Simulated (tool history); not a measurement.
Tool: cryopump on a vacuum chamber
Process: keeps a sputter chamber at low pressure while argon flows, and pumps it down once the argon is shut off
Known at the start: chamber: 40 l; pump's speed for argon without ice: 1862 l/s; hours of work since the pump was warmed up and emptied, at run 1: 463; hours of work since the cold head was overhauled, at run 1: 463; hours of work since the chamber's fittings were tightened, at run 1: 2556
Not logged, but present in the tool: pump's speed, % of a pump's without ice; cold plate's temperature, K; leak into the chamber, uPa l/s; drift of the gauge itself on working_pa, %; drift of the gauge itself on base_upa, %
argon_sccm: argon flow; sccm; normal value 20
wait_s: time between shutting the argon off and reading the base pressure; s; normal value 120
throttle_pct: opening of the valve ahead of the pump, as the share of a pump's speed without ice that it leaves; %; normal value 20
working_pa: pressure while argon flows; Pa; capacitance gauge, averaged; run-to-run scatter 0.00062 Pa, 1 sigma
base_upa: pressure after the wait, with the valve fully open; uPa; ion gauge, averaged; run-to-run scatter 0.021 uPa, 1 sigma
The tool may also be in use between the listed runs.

run,hour,argon_sccm,wait_s,throttle_pct,hours of work since the pump was warmed up and emptied,hours of work since the cold head was overhauled,hours of work since the chamber's fittings were tightened,working_pa,base_upa
1,0.0,20,120,20,463,463,2556,0.0950,0.90
2,10.5,20,120,20,471,471,2564,0.0951,0.89
3,20.6,20,120,20,478,478,2571,0.0949,0.95
4,31.1,20,36,20,486,486,2579,0.0942,1.59
5,39.2,20,36,20,492,492,2585,0.0942,1.59
6,56.5,20,36,20,505,505,2598,0.0946,1.61
7,65.8,20,120,20,512,512,2605,0.0953,0.96
8,83.5,20,120,20,525,525,2618,0.0951,0.92
9,95.4,20,120,20,533,533,2626,0.0947,0.99
10,108.9,31,120,20,543,543,2636,0.1467,0.96
11,123.6,20,120,36,554,554,2647,0.0546,0.99
12,132.0,20,120,36,560,560,2653,0.0541,0.98
13,140.1,20,120,20,566,566,2659,0.0944,0.98
14,152.5,20,120,20,575,575,2668,0.0952,0.97
15,161.1,20,120,20,582,582,2675,0.0948,0.97
16,173.1,32,120,20,591,591,2684,0.1512,0.97
17,184.5,32,120,20,599,599,2692,0.1527,1.02
18,193.1,20,65,20,605,605,2698,0.0954,1.28
19,205.5,9,175,26,614,614,2707,0.0338,0.91
20,217.4,12,175,22,623,623,2716,0.0524,0.92
21,231.5,22,120,57,634,634,2726,0.0405,1.02
22,242.8,22,120,57,642,642,2735,0.0408,0.99
23,252.1,18,120,16,649,649,2742,0.1076,1.06
24,263.0,12,94,33,657,657,2750,0.0361,1.14
25,274.8,12,94,33,665,665,2758,0.0362,1.10
26,285.0,12,94,33,673,673,2766,0.0363,1.10
27,301.1,17,85,56,685,685,2778,0.0324,1.13

For run 28, what comes out?
28,316.2,17,85,56,696,696,2789,?,?

Logged for run 28: working_pa 0.0319 Pa, base_upa 1.23 uPa.
If the tool had no hidden condition, the same run with the same run-to-run variation would have returned working_pa 0.0271 Pa, base_upa 0.62 uPa.

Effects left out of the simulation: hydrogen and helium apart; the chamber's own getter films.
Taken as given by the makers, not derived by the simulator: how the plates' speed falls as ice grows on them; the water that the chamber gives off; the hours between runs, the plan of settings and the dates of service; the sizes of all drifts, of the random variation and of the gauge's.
